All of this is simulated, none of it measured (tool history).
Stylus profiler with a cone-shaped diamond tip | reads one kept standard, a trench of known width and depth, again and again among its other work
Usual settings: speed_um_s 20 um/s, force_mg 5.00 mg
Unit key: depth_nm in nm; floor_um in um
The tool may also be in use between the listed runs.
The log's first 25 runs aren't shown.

run 26 hour=493.6 | speed_um_s=10 force_mg=4.81 | depth_nm=510.73 floor_um=97.35
run 27 hour=520.9 | speed_um_s=12 force_mg=4.08 | depth_nm=510.02 floor_um=97.32
run 28 hour=546.9 | speed_um_s=55 force_mg=2.86 | depth_nm=507.60 floor_um=97.22
run 29 hour=575.6 | speed_um_s=6 force_mg=1.84 | depth_nm=505.66 floor_um=97.29
run 30 hour=602.3 | speed_um_s=13 force_mg=9.27 | depth_nm=516.94 floor_um=97.39
run 31 hour=622.4 | speed_um_s=66 force_mg=7.17 | depth_nm=514.13 floor_um=97.24
run 32 hour=649.8 | speed_um_s=21 force_mg=3.58 | depth_nm=509.07 floor_um=97.35
run 33 hour=674.7 | speed_um_s=42 force_mg=4.75 | depth_nm=510.85 floor_um=97.22
run 34 hour=695.7 | speed_um_s=20 force_mg=3.17 | depth_nm=508.25 floor_um=97.27
run 35 hour=720.8 | speed_um_s=38 force_mg=3.45 | depth_nm=508.72 floor_um=97.23
run 36 hour=739.5 | speed_um_s=38 force_mg=3.45 | depth_nm=508.83 floor_um=97.26
run 37 hour=754.8 | speed_um_s=38 force_mg=3.45 | depth_nm=508.70 floor_um=97.30
run 38 hour=780.6 | speed_um_s=20 force_mg=10.95 | depth_nm=518.56 floor_um=97.31
run 39 hour=794.9 | speed_um_s=18 force_mg=2.10 | depth_nm=506.34 floor_um=97.36
run 40 hour=817.0 | speed_um_s=9 force_mg=5.09 | depth_nm=511.30 floor_um=97.37
run 41 hour=842.5 | speed_um_s=20 force_mg=4.24 | depth_nm=509.77 floor_um=97.31
run 42 hour=867.8 | speed_um_s=53 force_mg=6.08 | depth_nm=512.57 floor_um=97.28
run 43 hour=891.6 | speed_um_s=14 force_mg=6.64 | depth_nm=513.42 floor_um=97.29
run 44 hour=915.7 | speed_um_s=14 force_mg=6.64 | depth_nm=513.75 floor_um=97.37

Predict each of these 5 candidate next runs independently; none follows another, all start after run 44:
run A hour=937.7 | speed_um_s=23 force_mg=1.94 | depth_nm=? floor_um=?
run B hour=937.7 | speed_um_s=69 force_mg=13.14 | depth_nm=? floor_um=?
run C hour=937.7 | speed_um_s=14 force_mg=2.62 | depth_nm=? floor_um=?
run D hour=937.7 | speed_um_s=20 force_mg=5.40 | depth_nm=? floor_um=?
run E hour=937.7 | speed_um_s=25 force_mg=2.51 | depth_nm=? floor_um=?

run=A depth_nm=506.11 floor_um=97.24
run=B depth_nm=521.19 floor_um=97.28
run=C depth_nm=507.48 floor_um=97.24
run=D depth_nm=512.02 floor_um=97.26
run=E depth_nm=506.71 floor_um=97.29
With no hidden state in the tool, these same runs would have given:
run=A depth_nm=506.13 floor_um=97.24
run=B depth_nm=521.21 floor_um=97.29
run=C depth_nm=507.50 floor_um=97.25
run=D depth_nm=512.04 floor_um=97.26
run=E depth_nm=506.73 floor_um=97.30
